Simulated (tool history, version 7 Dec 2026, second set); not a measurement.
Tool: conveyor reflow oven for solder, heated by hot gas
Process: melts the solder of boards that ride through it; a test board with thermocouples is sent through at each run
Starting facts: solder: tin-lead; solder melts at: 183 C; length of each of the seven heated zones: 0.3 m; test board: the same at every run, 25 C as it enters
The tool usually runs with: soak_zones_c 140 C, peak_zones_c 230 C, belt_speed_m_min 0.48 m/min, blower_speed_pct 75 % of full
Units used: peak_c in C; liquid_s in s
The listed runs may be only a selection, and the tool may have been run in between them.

run     day  soak_zones_c  peak_zones_c  belt_speed_m_min  blower_speed_pct  peak_c  liquid_s
  1       0           140           230              0.48                75   220.1      60.6
  2    1.65           140           220              0.48                75   210.8        54
  3   2.762           140           220              0.48                75   211.3      53.9
  4   4.204           140           220              0.48                75   210.9      53.7
  5   5.567           140           220              0.48                75   210.3      53.6
      7.092  -- flux residue cleaned out of gas plates and filters
  6   7.412           140           220              0.48                75   212.3      55.4
  7   9.058           140           220              0.48                75   212.2      55.2
  8   9.946           140           220              0.48                75   212.2      55.3
  9   11.25           140           220              0.48                75   211.9      54.8
 10  12.925           140           235              0.48                55   221.1      60.6
 11  13.862           140           230              0.48                84   222.2        63
 12    14.8           140           230              0.48                84   222.4      62.6
 13  16.554           140           230              0.45                51   217.2      62.1
 14  18.371           140           230              0.45                51   217.1      61.7
 15  19.662           140           230             0.399                75   224.7      77.8
 16  21.296           142           230             0.399                75   224.8      78.5
 17  22.742           148           230             0.399                75   225.2      80.8
     23.546  -- flux residue cleaned out of gas plates and filters
 18  24.608           139           240             0.408                86   236.2      81.8

Measured minus without-hidden-state, run by run (identical run-to-run variation in each term; gauge scatter may differ):
What the log doesn't record here: heat that the gas passes to the board, % of a clean oven's; belt's true speed, % of the reading; true gas temperature in zones 6 and 7 over the reading, C; drift of the gauge itself on peak_c, C; drift of the gauge itself on liquid_s, %.
run  peak_c  liquid_s
  1    +0.4      +0.5
  2    +0.3      +0.3
  3    +0.3      +0.2
  4    +0.2      +0.1
  5    +0.2        +0
  6    +1.5      +1.6
  7    +1.3      +1.5
  8    +1.3      +1.5
  9    +1.4      +1.4
 10    +1.3      +1.3
 11    +1.2      +1.1
 12    +1.2        +1
 13    +1.2      +1.4
 14    +1.2      +1.3
 15    +1.2      +1.2
 16    +1.2      +1.2
 17    +1.2      +1.2
 18    +2.2      +1.7
